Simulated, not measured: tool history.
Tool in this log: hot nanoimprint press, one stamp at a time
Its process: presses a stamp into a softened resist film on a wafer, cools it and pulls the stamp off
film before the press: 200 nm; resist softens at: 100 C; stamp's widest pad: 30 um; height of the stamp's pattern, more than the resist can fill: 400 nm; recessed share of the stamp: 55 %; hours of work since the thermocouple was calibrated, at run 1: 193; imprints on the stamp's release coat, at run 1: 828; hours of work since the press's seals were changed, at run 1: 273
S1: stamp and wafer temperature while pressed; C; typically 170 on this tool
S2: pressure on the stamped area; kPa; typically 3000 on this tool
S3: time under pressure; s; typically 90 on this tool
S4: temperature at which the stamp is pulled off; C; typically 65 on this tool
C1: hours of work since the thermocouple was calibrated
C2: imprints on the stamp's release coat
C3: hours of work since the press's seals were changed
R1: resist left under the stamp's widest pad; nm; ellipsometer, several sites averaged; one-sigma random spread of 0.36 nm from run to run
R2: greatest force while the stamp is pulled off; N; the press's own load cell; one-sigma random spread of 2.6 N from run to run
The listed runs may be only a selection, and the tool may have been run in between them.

run,hour,S1,S2,S3,S4,C1,C2,C3,R1,R2
1,0.0,170,3000,90,65,193,828,273,118.8,190
# hour 23.4: stamp cleaned and given a new release coat
2,52.4,170,3000,90,65,212,80,293,118.2,190
3,99.7,170,3000,90,65,232,209,312,118.4,193
4,155.1,170,3000,90,65,255,361,335,117.9,188
5,186.1,170,3000,90,65,268,446,348,117.6,195
6,227.5,159,3000,90,65,285,559,365,170.4,193
7,276.1,170,3000,90,65,305,692,386,117.7,192
8,313.8,159,3000,90,65,321,795,401,169.8,194
# hour 351.1: stamp cleaned and given a new release coat
9,356.5,159,3000,90,65,336,15,417,170.6,188
10,407.0,159,3000,90,65,357,153,438,168.9,195
11,467.8,172,3000,90,65,383,320,463,107.4,189
12,519.1,170,4080,90,65,404,460,484,104.0,192
13,569.8,170,4080,90,65,425,599,506,104.1,188
14,614.1,170,4080,90,65,444,720,524,103.6,194
15,663.6,170,4080,90,65,464,855,545,104.1,192
# hour 674.5: gauge calibrated
# hour 680.5: stamp cleaned and given a new release coat
# hour 709.8: plate thermocouple calibrated
16,721.1,175,4000,90,65,5,103,565,83.7,193
17,764.7,169,4000,99,63,23,222,583,108.0,195
18,806.9,179,2830,90,65,40,337,601,80.1,193
19,851.2,179,2830,90,65,59,459,619,79.0,192
20,899.5,159,4640,72,62,79,591,639,164.3,195
21,957.3,159,4640,72,62,103,749,663,162.9,200
22,990.4,159,4640,164,62,117,839,677,137.9,197
# hour 1010.3: stamp cleaned and given a new release coat
23,1023.7,177,3000,78,56,128,37,688,89.3,210
24,1062.6,177,2910,179,56,144,143,705,64.9,212
25,1124.4,170,1960,70,60,170,312,730,143.0,200
26,1186.0,170,1960,70,60,196,481,756,143.0,204
27,1214.4,170,1960,70,60,208,559,768,142.5,199
28,1251.1,178,3910,70,52,223,659,783,78.6,218

Run by run, hidden condition taken away, random variation retained:
What the log doesn't record here: true temperature over the reading, C; pressure that arrives at the usual setting, %; grip of the stamp's worn release coat, % over a new coat's; drift of the gauge itself on residual_nm, %; drift of the gauge itself on pull_off_n, %.
run,R1
1,118.8
2,118.4
3,118.8
4,118.6
5,118.4
6,171.7
7,118.9
8,171.7
9,172.7
10,171.3
11,109.2
12,106.0
13,106.2
14,105.9
15,106.6
16,83.8
17,108.2
18,80.4
19,79.4
20,165.5
21,164.4
22,139.3
23,90.3
24,65.8
25,145.2
26,145.5
27,145.2
28,80.2
R2: at most 1 N away from the measurement, every run.
